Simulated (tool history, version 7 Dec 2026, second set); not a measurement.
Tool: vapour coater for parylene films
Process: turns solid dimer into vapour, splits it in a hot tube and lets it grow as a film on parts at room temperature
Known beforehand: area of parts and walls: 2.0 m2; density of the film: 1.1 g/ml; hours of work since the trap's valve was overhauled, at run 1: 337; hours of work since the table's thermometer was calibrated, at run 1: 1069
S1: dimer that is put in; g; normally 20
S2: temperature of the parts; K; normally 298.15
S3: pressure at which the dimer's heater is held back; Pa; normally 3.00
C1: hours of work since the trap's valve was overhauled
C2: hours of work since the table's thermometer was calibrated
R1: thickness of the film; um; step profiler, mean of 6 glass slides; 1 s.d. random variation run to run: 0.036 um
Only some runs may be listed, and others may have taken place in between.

run   hour  S1      S2    S3   C1    C2    R1
  1    0.0  20  298.15  3.00  337  1069  4.31
  2   29.3  20  298.15  3.00  350  1082  4.27
  3   82.8  24  298.15  3.00  375  1106  5.00
  4  137.9  24  298.15  3.00  400  1131  5.01
  5  192.4  24  298.15  3.00  425  1156  5.01
  6  232.3  24  298.15  3.00  443  1174  5.00
     293.0  -- trap's valve overhauled
  7  302.1  24  298.15  3.00    4  1204  5.42
  8  365.6  11  298.15  3.00   33  1233  2.45
  9  397.9  20  293.15  6.99   48  1248  4.48
 10  463.8  14  306.15  7.81   78  1278  2.09

4 options for the next run, each taken on its own from the tool as it stands now. Forecast them:
  A  504.1  15  293.15  2.49  96  1296   ?
  B  504.1  26  298.15  2.54  96  1296   ?
  C  504.1  18  294.15  3.00  96  1296   ?
  D  504.1  23  307.15  7.81  96  1296   ?

run    R1
  A  3.95
  B  5.98
  C  4.43
  D  3.34
What these runs would have given with no unlogged condition in the tool:
run    R1
  A  4.08
  B  6.18
  C  4.58
  D  3.45

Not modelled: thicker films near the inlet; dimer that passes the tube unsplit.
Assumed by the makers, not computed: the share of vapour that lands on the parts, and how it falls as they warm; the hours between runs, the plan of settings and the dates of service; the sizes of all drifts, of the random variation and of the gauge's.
